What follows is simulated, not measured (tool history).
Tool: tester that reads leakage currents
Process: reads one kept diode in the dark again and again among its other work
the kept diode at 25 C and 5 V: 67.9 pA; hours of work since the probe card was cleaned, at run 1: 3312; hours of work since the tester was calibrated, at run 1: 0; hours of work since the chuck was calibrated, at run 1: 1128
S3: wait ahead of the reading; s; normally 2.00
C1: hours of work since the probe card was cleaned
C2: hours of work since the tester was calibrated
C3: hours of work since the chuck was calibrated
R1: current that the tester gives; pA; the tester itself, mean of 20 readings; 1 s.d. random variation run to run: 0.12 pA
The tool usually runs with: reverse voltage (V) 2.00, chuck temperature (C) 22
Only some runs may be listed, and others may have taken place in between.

{"run": 1, "hour": 0.0, "reverse voltage (V)": 2.0, "chuck temperature (C)": 22, "S3": 2.0, "C1": 3312, "C2": 0, "C3": 1128, "R1": 44.24}
{"run": 2, "hour": 173.6, "reverse voltage (V)": 2.0, "chuck temperature (C)": 22, "S3": 2.0, "C1": 3448, "C2": 136, "C3": 1264, "R1": 45.02}
{"hour": 200.5, "done": "probe card cleaned and baked"}
{"run": 3, "hour": 306.5, "reverse voltage (V)": 2.0, "chuck temperature (C)": 22, "S3": 2.0, "C1": 83, "C2": 238, "C3": 1366, "R1": 43.18}
{"run": 4, "hour": 499.9, "reverse voltage (V)": 2.0, "chuck temperature (C)": 22, "S3": 2.0, "C1": 234, "C2": 389, "C3": 1518, "R1": 43.9}
{"run": 5, "hour": 672.8, "reverse voltage (V)": 2.0, "chuck temperature (C)": 22, "S3": 2.0, "C1": 370, "C2": 525, "C3": 1653, "R1": 44.98}
{"run": 6, "hour": 781.2, "reverse voltage (V)": 2.0, "chuck temperature (C)": 22, "S3": 2.0, "C1": 455, "C2": 609, "C3": 1738, "R1": 45.42}
{"hour": 807.0, "done": "chuck's temperature calibrated"}
{"run": 7, "hour": 1014.4, "reverse voltage (V)": 2.0, "chuck temperature (C)": 22, "S3": 2.0, "C1": 636, "C2": 790, "C3": 162, "R1": 37.25}
{"run": 8, "hour": 1136.5, "reverse voltage (V)": 2.0, "chuck temperature (C)": 22, "S3": 0.33, "C1": 731, "C2": 886, "C3": 258, "R1": 38.2}
{"run": 9, "hour": 1382.6, "reverse voltage (V)": 2.0, "chuck temperature (C)": 22, "S3": 0.33, "C1": 924, "C2": 1079, "C3": 451, "R1": 39.2}
{"run": 10, "hour": 1626.8, "reverse voltage (V)": 2.0, "chuck temperature (C)": 22, "S3": 0.33, "C1": 1115, "C2": 1270, "C3": 642, "R1": 40.54}
{"run": 11, "hour": 1843.2, "reverse voltage (V)": 2.0, "chuck temperature (C)": 22, "S3": 0.33, "C1": 1285, "C2": 1439, "C3": 811, "R1": 41.32}
{"run": 12, "hour": 2015.6, "reverse voltage (V)": 2.0, "chuck temperature (C)": 22, "S3": 0.33, "C1": 1420, "C2": 1574, "C3": 946, "R1": 42.54}
{"run": 13, "hour": 2177.1, "reverse voltage (V)": 2.0, "chuck temperature (C)": 22, "S3": 0.33, "C1": 1546, "C2": 1701, "C3": 1073, "R1": 43.0}
{"run": 14, "hour": 2332.5, "reverse voltage (V)": 2.38, "chuck temperature (C)": 22, "S3": 0.33, "C1": 1668, "C2": 1823, "C3": 1195, "R1": 46.81}
{"run": 15, "hour": 2480.3, "reverse voltage (V)": 5.58, "chuck temperature (C)": 40, "S3": 0.34, "C1": 1784, "C2": 1938, "C3": 1310, "R1": 328.19}
{"run": 16, "hour": 2640.7, "reverse voltage (V)": 17.72, "chuck temperature (C)": 21, "S3": 3.7, "C1": 1909, "C2": 2064, "C3": 1436, "R1": 105.57}

4 options for the next run, each taken on its own from the tool as it stands now. Forecast them:
{"run": "A", "hour": 2890.9, "reverse voltage (V)": 3.8, "chuck temperature (C)": 22, "S3": 2.0, "C1": 2105, "C2": 2260, "C3": 1632, "R1": "?"}
{"run": "B", "hour": 2890.9, "reverse voltage (V)": 1.54, "chuck temperature (C)": 21, "S3": 3.7, "C1": 2105, "C2": 2260, "C3": 1632, "R1": "?"}
{"run": "C", "hour": 2890.9, "reverse voltage (V)": 2.0, "chuck temperature (C)": 34, "S3": 0.51, "C1": 2105, "C2": 2260, "C3": 1632, "R1": "?"}
{"run": "D", "hour": 2890.9, "reverse voltage (V)": 3.79, "chuck temperature (C)": 22, "S3": 1.33, "C1": 2105, "C2": 2260, "C3": 1632, "R1": "?"}

run=A R1=60.34
run=B R1=37.62
run=C R1=136.87
run=D R1=60.34
Stripped of hidden state, with their random variation kept, the same runs would have yielded:
run=A R1=45.97
run=B R1=29.14
run=C R1=110.34
run=D R1=45.97
